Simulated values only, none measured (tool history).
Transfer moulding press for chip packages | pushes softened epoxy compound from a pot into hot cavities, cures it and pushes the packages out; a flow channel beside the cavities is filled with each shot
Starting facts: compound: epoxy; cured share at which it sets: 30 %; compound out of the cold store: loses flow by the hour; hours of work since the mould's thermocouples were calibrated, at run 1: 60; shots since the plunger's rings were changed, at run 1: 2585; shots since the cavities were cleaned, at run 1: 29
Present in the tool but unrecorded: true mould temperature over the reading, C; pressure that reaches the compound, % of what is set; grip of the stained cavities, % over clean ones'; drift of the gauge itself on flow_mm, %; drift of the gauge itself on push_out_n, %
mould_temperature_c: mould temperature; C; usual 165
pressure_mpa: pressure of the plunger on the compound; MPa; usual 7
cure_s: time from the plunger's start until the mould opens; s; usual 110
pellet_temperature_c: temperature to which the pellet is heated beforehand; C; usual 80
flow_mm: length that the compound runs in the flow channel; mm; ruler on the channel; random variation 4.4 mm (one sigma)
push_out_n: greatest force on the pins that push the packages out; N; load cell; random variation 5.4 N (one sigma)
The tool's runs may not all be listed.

run	hour	mould_temperature_c	pressure_mpa	cure_s	pellet_temperature_c	hours of work since the mould's thermocouples were calibrated	shots since the plunger's rings were changed	shots since the cavities were cleaned	incoming compound's hours out of the cold store	flow_mm	push_out_n
1	0	165	7	110	80	60	2585	29	26.4	946	205
2	5.9	165	7	110	80	64	2653	97	31.9	922	247
3	16.3	165	7	110	80	72	2774	218	33.3	915	298
4	26.4	165	7	110	80	79	2890	334	22.8	961	338
5	33.8	165	7	110	80	85	2977	421	16	995	366
6	45.4	165	7	110	71	93	3111	555	28.8	931	386
7	56.4	165	7	110	71	101	3238	682	15.4	983	396
8	61.8	165	7	93	71	105	3300	744	21.9	956	519
9	66.6	165	7	92	71	109	3356	800	10.9	1011	547
# hour 69.9: cavities cleaned with cleaning compound and waxed
10	75.3	165	7	92	71	114	3439	62	17.8	973	312
11	80.2	165	7	92	71	118	3496	119	21.2	968	364
12	85.5	165	7	92	71	122	3557	180	42.5	871	358
13	90.5	165	7	92	71	126	3615	238	26.7	935	408
14	97.3	165	7	92	71	131	3693	316	43.3	869	428
15	102.8	165	7	110	73	135	3757	380	16	973	355
16	110.7	167	7	110	80	141	3849	472	46.6	843	329
17	119.9	167	7	110	80	148	3956	579	30.9	918	364
18	124.9	169	8.55	148	89	151	4013	636	31.2	1010	322
19	134.1	166	7	113	77	158	4119	742	35.3	891	369
20	139.1	166	7	113	73	162	4177	800	17.1	965	380
# hour 142.1: cavities cleaned with cleaning compound and waxed
# hour 146.4: plunger's sealing rings changed
21	152.8	165	6.74	96	84	169	75	95	39.6	907	291
22	159.7	165	6.74	121	82	174	154	174	13.9	1022	249
23	171.3	161	8.37	96	76	183	289	309	35.3	1037	525
24	183	161	8.37	96	76	191	424	444	45.2	996	538
25	191.4	162	7	115	81	198	521	541	26.1	984	396
26	200.3	165	8	110	78	204	624	644	46.9	948	376
27	205.4	169	6	138	86	208	683	703	41.7	833	331
28	214.8	169	7.59	138	77	215	791	811	13.7	1060	336
# hour 216.9: cavities cleaned with cleaning compound and waxed
29	224.4	165	7	132	80	221	885	87	44.2	904	207

Some steps in flow_mm, run to run, broken into two amounts with sign: the step expected even without the hidden condition (settings, incoming material, random variation), and the rest, left for the hidden condition together with whatever gauge scatter is not in both the measured and the hidden-condition-free result:
Run 17 -> 18: mould_temperature_c 167 -> 169, pressure_mpa 7 -> 8.55, cure_s 110 -> 148, pellet_temperature_c 80 -> 89. flow_mm +92 mm: hidden state -6, all else +98.
Run 20 -> 21: mould_temperature_c 166 -> 165, pressure_mpa 7 -> 6.74, cure_s 113 -> 96, pellet_temperature_c 73 -> 84, cavities cleaned with cleaning compound and waxed, plunger's sealing rings changed. flow_mm -58 mm: hidden state +49, all else -107.
Run 27 -> 28: pressure_mpa 6 -> 7.59, pellet_temperature_c 86 -> 77. flow_mm +227 mm: hidden state -3, all else +230.
Run 28 -> 29: mould_temperature_c 169 -> 165, pressure_mpa 7.59 -> 7, cure_s 138 -> 132, pellet_temperature_c 77 -> 80, cavities cleaned with cleaning compound and waxed. flow_mm -156 mm: hidden state +1, all else -157.
